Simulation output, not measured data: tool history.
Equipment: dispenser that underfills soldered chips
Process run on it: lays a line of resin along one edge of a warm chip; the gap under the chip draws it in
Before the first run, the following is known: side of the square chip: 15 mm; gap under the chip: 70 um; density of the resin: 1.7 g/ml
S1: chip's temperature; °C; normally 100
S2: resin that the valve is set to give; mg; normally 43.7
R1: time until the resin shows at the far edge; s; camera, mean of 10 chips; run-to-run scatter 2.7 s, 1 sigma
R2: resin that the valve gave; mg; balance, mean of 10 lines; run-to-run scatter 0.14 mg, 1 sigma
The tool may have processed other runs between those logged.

| run | hour | S1 | S2 | R1 | R2 |
|---|---|---|---|---|---|
| 1 | 0 | 100 | 43.7 | 481 | 43.74 |
|  | 2.8 | new syringe of resin |
| 2 | 6.3 | 100 | 43.7 | 321.7 | 43.68 |
| 3 | 16.8 | 100 | 43.7 | 492.1 | 43.14 |
|  | 18.7 | new syringe of resin |
| 4 | 25.4 | 100 | 43.7 | 368.9 | 43 |
| 5 | 30.2 | 100 | 46.1 | 444.5 | 45.29 |
|  | 34.4 | new syringe of resin |
| 6 | 34.9 | 100 | 50.1 | 281.2 | 48.7 |
| 7 | 40.4 | 102 | 43.7 | 329.2 | 42.58 |
| 8 | 46.2 | 102 | 43.7 | 416 | 42.36 |
|  | 50.1 | new syringe of resin |
| 9 | 51.4 | 91 | 43.7 | 422.9 | 42.25 |
| 10 | 58.2 | 100 | 37.3 | 397.3 | 36.26 |
|  | 65.8 | new syringe of resin |
| 11 | 68.7 | 100 | 41.8 | 316.6 | 40.09 |
| 12 | 73.5 | 100 | 43.7 | 379.2 | 41.72 |
|  | 81.8 | new syringe of resin |
| 13 | 82 | 100 | 43.7 | 279.7 | 41.75 |
|  | 87.9 | dispensing valve cleaned and set on the balance |
| 14 | 92.6 | 87 | 48.8 | 699.7 | 48.51 |
|  | 99 | new syringe of resin |
| 15 | 101.7 | 110 | 49 | 207.3 | 48.45 |
| 16 | 111.9 | 107 | 46.3 | 353.5 | 45.55 |
|  | 114.5 | new syringe of resin |
| 17 | 119.8 | 88 | 40.9 | 569.8 | 40.18 |
| 18 | 126 | 88 | 40.9 | 749.9 | 40.24 |
|  | 130 | new syringe of resin |
| 19 | 132.9 | 111 | 39.2 | 208.5 | 38.12 |
| 20 | 140.3 | 111 | 39.2 | 286.4 | 38.18 |
|  | 145.2 | new syringe of resin |
| 21 | 145.4 | 100 | 44.6 | 284.8 | 43.03 |
| 22 | 155.2 | 100 | 44.6 | 422.8 | 42.85 |
|  | 160.9 | new syringe of resin |
| 23 | 161.5 | 113 | 45.4 | 174.6 | 43.72 |
| 24 | 170.1 | 113 | 45.4 | 245.7 | 43.25 |
|  | 176.9 | new syringe of resin |
|  | 177.9 | dispensing valve cleaned and set on the balance |
| 25 | 179.1 | 89 | 51.7 | 457.6 | 51.64 |

Difference, measured minus no-hidden-state, one row per run. Run-to-run variation is common to both terms; the gauge's own scatter need not be:
Hidden state present: resin's viscosity, % of fresh resin's; dose that the valve gives, % of what is set; true chip temperature over the reading, C; drift of the gauge itself on fill_s, %; drift of the gauge itself on given_mg, %.
| run | R1 | R2 |
|---|---|---|
| 1 | +210.5 | -0.05 |
| 2 | +51.2 | -0.21 |
| 3 | +225.4 | -0.48 |
| 4 | +98.5 | -0.7 |
| 5 | +178.1 | -0.86 |
| 6 | +12.8 | -1.06 |
| 7 | +80.2 | -1.08 |
| 8 | +169 | -1.22 |
| 9 | +35.9 | -1.35 |
| 10 | +124.7 | -1.3 |
| 11 | +44.7 | -1.69 |
| 12 | +113.1 | -1.9 |
| 13 | +9.3 | -2.11 |
| 14 | +245.1 | -0.21 |
| 15 | +25.8 | -0.45 |
| 16 | +152.1 | -0.69 |
| 17 | +135.6 | -0.8 |
| 18 | +308 | -0.95 |
| 19 | +31.2 | -1.06 |
| 20 | +108 | -1.23 |
| 21 | +13.5 | -1.5 |
| 22 | +156.2 | -1.75 |
| 23 | +10.9 | -1.96 |
| 24 | +85.2 | -2.19 |
| 25 | +39.3 | -0.22 |
